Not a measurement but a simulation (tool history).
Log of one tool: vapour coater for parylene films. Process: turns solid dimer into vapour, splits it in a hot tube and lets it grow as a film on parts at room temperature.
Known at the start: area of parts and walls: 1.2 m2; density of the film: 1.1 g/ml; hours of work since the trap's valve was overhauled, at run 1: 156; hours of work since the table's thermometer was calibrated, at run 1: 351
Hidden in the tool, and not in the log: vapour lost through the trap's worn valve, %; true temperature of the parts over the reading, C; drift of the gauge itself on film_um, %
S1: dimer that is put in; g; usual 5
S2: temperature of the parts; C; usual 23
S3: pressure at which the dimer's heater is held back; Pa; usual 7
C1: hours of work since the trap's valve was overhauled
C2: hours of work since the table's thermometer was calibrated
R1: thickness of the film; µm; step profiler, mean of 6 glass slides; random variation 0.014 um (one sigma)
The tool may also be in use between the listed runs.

run 1 hour=0 | S1=5 S2=23 S3=7 | C1=156 C2=351 | R1=2.34
run 2 hour=9.8 | S1=5 S2=23 S3=7 | C1=163 C2=358 | R1=2.37
run 3 hour=20 | S1=5 S2=23 S3=7 | C1=170 C2=365 | R1=2.37
run 4 hour=43 | S1=5 S2=23 S3=7 | C1=186 C2=382 | R1=2.36
run 5 hour=58.9 | S1=5 S2=23 S3=7 | C1=197 C2=393 | R1=2.36
run 6 hour=76.7 | S1=5 S2=23 S3=7 | C1=210 C2=406 | R1=2.36
run 7 hour=92.5 | S1=5 S2=23 S3=7 | C1=221 C2=417 | R1=2.36
run 8 hour=111.6 | S1=5 S2=23 S3=7 | C1=235 C2=431 | R1=2.35
run 9 hour=130.7 | S1=8 S2=23 S3=7 | C1=249 C2=444 | R1=3.73
run 10 hour=148 | S1=5 S2=23 S3=7 | C1=261 C2=457 | R1=2.34
run 11 hour=159.2 | S1=2 S2=23 S3=7 | C1=269 C2=465 | R1=0.94
run 12 hour=181.7 | S1=2 S2=23 S3=7 | C1=285 C2=481 | R1=0.92
run 13 hour=191.9 | S1=2 S2=23 S3=7 | C1=292 C2=488 | R1=0.95
run 14 hour=207.7 | S1=5 S2=23 S3=7 | C1=303 C2=499 | R1=2.34
run 15 hour=221.8 | S1=5 S2=23 S3=7 | C1=313 C2=509 | R1=2.36
run 16 hour=231.8 | S1=5 S2=23 S3=7 | C1=321 C2=516 | R1=2.38
run 17 hour=244.9 | S1=5 S2=23 S3=7 | C1=330 C2=526 | R1=2.35
run 18 hour=264.8 | S1=5 S2=23 S3=7 | C1=344 C2=540 | R1=2.33
run 19 hour=276.9 | S1=5 S2=23 S3=7 | C1=353 C2=548 | R1=2.37
run 20 hour=295 | S1=5 S2=23 S3=7 | C1=366 C2=561 | R1=2.36
run 21 hour=304.6 | S1=5 S2=23 S3=7 | C1=372 C2=568 | R1=2.34
run 22 hour=317.7 | S1=5 S2=23 S3=11.54 | C1=382 C2=577 | R1=2.22
run 23 hour=332 | S1=5 S2=23 S3=11.54 | C1=392 C2=588 | R1=2.2
run 24 hour=344.5 | S1=5 S2=23 S3=11.54 | C1=401 C2=596 | R1=2.2
run 25 hour=364.7 | S1=4 S2=19 S3=2.19 | C1=415 C2=611 | R1=2.55
run 26 hour=375.4 | S1=8 S2=23 S3=10.05 | C1=423 C2=618 | R1=3.59
run 27 hour=395.5 | S1=3 S2=17 S3=4.72 | C1=437 C2=633 | R1=1.86
run 28 hour=411.2 | S1=3 S2=17 S3=4.72 | C1=448 C2=644 | R1=1.87
run 29 hour=425.1 | S1=8 S2=17 S3=4.72 | C1=458 C2=654 | R1=4.96
-- hour=444.6 trap's valve overhauled
run 30 hour=444.6 | S1=5 S2=31 S3=7 | C1=0 C2=665 | R1=1.73
run 31 hour=457.9 | S1=5 S2=23 S3=4.49 | C1=9 C2=674 | R1=2.52
run 32 hour=480.2 | S1=3 S2=18 S3=2.67 | C1=25 C2=690 | R1=1.91
run 33 hour=499 | S1=3 S2=18 S3=2.67 | C1=39 C2=704 | R1=1.92
run 34 hour=515 | S1=3 S2=30 S3=2.09 | C1=50 C2=715 | R1=1.27
run 35 hour=530.1 | S1=3 S2=30 S3=2.09 | C1=61 C2=726 | R1=1.26
run 36 hour=541.1 | S1=3 S2=30 S3=2.09 | C1=69 C2=734 | R1=1.26
run 37 hour=562.1 | S1=3 S2=19 S3=7 | C1=84 C2=749 | R1=1.63
run 38 hour=572.6 | S1=3 S2=21 S3=3.44 | C1=91 C2=756 | R1=1.66
run 39 hour=592.6 | S1=4 S2=25 S3=7 | C1=105 C2=770 | R1=1.75
run 40 hour=602.5 | S1=3 S2=20 S3=7 | C1=112 C2=777 | R1=1.59
run 41 hour=618.5 | S1=5 S2=26 S3=2.38 | C1=124 C2=789 | R1=2.42
run 42 hour=634.1 | S1=5 S2=26 S3=2.38 | C1=135 C2=800 | R1=2.42
run 43 hour=646.5 | S1=7 S2=25 S3=7 | C1=144 C2=809 | R1=3.04
run 44 hour=661.8 | S1=7 S2=25 S3=7 | C1=155 C2=819 | R1=3.08
run 45 hour=673.9 | S1=7 S2=25 S3=7 | C1=163 C2=828 | R1=3.05

4 ways to go on from here, each from the tool as it stands after run 45. What would each give?
run A hour=684 | S1=2 S2=18 S3=2.32 | C1=170 C2=835 | R1=?
run B hour=684 | S1=7 S2=18 S3=7 | C1=170 C2=835 | R1=?
run C hour=684 | S1=2 S2=25 S3=7 | C1=170 C2=835 | R1=?
run D hour=684 | S1=3 S2=26 S3=7 | C1=170 C2=835 | R1=?

run=A R1=1.3
run=B R1=3.98
run=C R1=0.88
run=D R1=1.27
Without the tool's hidden state the same runs would have given:
run=A R1=1.3
run=B R1=3.99
run=C R1=0.88
run=D R1=1.27
